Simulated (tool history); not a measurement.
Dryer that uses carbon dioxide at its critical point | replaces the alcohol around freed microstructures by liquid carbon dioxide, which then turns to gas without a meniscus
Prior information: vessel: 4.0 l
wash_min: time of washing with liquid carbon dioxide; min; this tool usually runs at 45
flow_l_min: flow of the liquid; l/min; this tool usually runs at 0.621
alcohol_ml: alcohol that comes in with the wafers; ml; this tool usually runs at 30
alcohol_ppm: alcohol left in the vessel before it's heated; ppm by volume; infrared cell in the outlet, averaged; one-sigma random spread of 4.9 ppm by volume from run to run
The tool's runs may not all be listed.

{"run": 1, "day": 0.0, "wash_min": 45, "flow_l_min": 0.621, "alcohol_ml": 30, "alcohol_ppm": 31}
{"run": 2, "day": 0.554, "wash_min": 45, "flow_l_min": 0.621, "alcohol_ml": 30, "alcohol_ppm": 34}
{"run": 3, "day": 1.104, "wash_min": 45, "flow_l_min": 0.621, "alcohol_ml": 30, "alcohol_ppm": 25}
{"run": 4, "day": 1.454, "wash_min": 45, "flow_l_min": 0.621, "alcohol_ml": 30, "alcohol_ppm": 44}
{"run": 5, "day": 1.783, "wash_min": 45, "flow_l_min": 0.621, "alcohol_ml": 30, "alcohol_ppm": 35}
{"run": 6, "day": 2.312, "wash_min": 45, "flow_l_min": 0.621, "alcohol_ml": 30, "alcohol_ppm": 35}
{"run": 7, "day": 2.762, "wash_min": 45, "flow_l_min": 0.621, "alcohol_ml": 30, "alcohol_ppm": 45}
{"run": 8, "day": 3.392, "wash_min": 45, "flow_l_min": 0.621, "alcohol_ml": 30, "alcohol_ppm": 41}
{"run": 9, "day": 3.688, "wash_min": 41, "flow_l_min": 0.885, "alcohol_ml": 36, "alcohol_ppm": 32}

Expected results for the next run?
{"run": 10, "day": 4.342, "wash_min": 61, "flow_l_min": 0.692, "alcohol_ml": 21, "alcohol_ppm": "?"}

Run 10 gave alcohol_ppm 26 ppm by volume.
Had the tool carried no hidden state, the very same run would have given alcohol_ppm 1 ppm by volume.
